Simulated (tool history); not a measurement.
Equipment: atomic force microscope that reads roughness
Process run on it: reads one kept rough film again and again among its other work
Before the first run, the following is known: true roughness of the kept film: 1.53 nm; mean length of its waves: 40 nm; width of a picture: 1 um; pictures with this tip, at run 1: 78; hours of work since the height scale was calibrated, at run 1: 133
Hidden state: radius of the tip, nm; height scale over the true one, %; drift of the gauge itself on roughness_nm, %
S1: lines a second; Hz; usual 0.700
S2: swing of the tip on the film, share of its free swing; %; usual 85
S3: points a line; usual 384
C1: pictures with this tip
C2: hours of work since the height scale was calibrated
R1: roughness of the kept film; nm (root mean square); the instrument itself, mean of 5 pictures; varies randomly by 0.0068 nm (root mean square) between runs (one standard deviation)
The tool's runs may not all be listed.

run	hour	S1	S2	S3	C1	C2	R1
1	0.0	0.700	85	384	78	133	1.345
2	11.6	0.700	85	384	99	139	1.347
3	21.7	0.700	85	384	117	145	1.342
4	29.1	0.700	85	1016	130	149	1.347
5	40.2	0.700	85	1016	150	155	1.338
6	46.1	0.521	85	384	161	158	1.362
7	54.2	0.521	85	384	176	163	1.357
8	66.2	0.521	85	384	197	169	1.346
9	77.0	0.700	85	384	217	175	1.316
10	84.7	0.700	85	384	231	180	1.308
11	94.2	0.700	85	283	248	185	1.302
12	106.9	3.702	70	282	271	192	1.141
# hour 113.8: new tip fitted
13	117.4	3.702	70	282	7	197	1.198
14	131.0	2.188	70	523	31	205	1.301
15	144.3	2.188	71	504	55	212	1.285
16	158.1	2.188	71	504	80	220	1.281
17	172.1	2.188	71	504	105	227	1.289
18	181.5	2.188	71	504	122	233	1.280
19	192.7	1.809	85	384	142	239	1.164
20	206.7	0.530	65	274	168	247	1.416
21	220.1	2.421	85	270	192	254	1.089

Consider 3 possible next runs. They are alternatives, not a sequence: every one starts from the tool as it was left by run 21. What does each give?
A	228.7	0.700	85	768	207	259	?
B	228.7	1.227	85	900	207	259	?
C	228.7	0.700	77	384	207	259	?

run	R1
A	1.323
B	1.238
C	1.345
Had the tool no hidden state, the same runs would have come out as:
run	R1
A	1.376
B	1.287
C	1.399

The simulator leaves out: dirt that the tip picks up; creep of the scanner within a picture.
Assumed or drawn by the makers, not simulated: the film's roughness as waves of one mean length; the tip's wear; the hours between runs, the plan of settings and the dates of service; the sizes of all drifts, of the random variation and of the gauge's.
